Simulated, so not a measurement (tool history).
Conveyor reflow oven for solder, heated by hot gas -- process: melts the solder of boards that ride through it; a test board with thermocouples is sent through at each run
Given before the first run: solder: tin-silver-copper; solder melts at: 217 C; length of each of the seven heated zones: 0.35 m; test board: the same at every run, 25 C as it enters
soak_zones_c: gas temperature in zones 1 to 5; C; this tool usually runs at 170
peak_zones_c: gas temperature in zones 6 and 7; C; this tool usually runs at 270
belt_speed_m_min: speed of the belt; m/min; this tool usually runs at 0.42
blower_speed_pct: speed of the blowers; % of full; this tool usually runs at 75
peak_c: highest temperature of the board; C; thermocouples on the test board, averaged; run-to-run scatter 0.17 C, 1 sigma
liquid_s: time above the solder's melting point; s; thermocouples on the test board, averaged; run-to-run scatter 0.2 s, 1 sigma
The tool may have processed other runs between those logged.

run	hour	soak_zones_c	peak_zones_c	belt_speed_m_min	blower_speed_pct	peak_c	liquid_s
1	0	170	270	0.42	75	259.2	80.8
2	51.8	170	270	0.42	75	258.7	81.1
3	132.1	170	270	0.42	75	258.9	81
4	197.7	170	270	0.42	75	258.8	80.9
5	268.9	170	270	0.42	75	258.9	81
6	313.3	170	270	0.42	71	258.1	80
7	362.7	170	261	0.42	59	247.4	69.1
8	442.8	170	264	0.42	75	253.2	76.5
# hour 507.9: flux residue cleaned out of gas plates and filters
9	521.3	170	264	0.42	75	255.2	79.1
10	575.6	170	283	0.412	75	273.7	92.2
11	627.9	170	283	0.412	62	270.6	90.6

Pick out some run-to-run changes in peak_c. Of each, how much would a tool without hidden state show as well, from the settings, what came in and chance, and how much is left for the hidden state and any gauge scatter not in both results compared?
What the log doesn't record here: heat that the gas passes to the board, % of a clean oven's; belt's true speed, % of the reading; true gas temperature in zones 6 and 7 over the reading, C; drift of the gauge itself on peak_c, C; drift of the gauge itself on liquid_s, %.
Run 8 -> 9: flux residue cleaned out of gas plates and filters. peak_c +2 C: hidden state +1.9, all else +0.1.
Run 9 -> 10: peak_zones_c 264 -> 283, belt_speed_m_min 0.42 -> 0.412. peak_c +18.5 C: hidden state +0, all else +18.5.
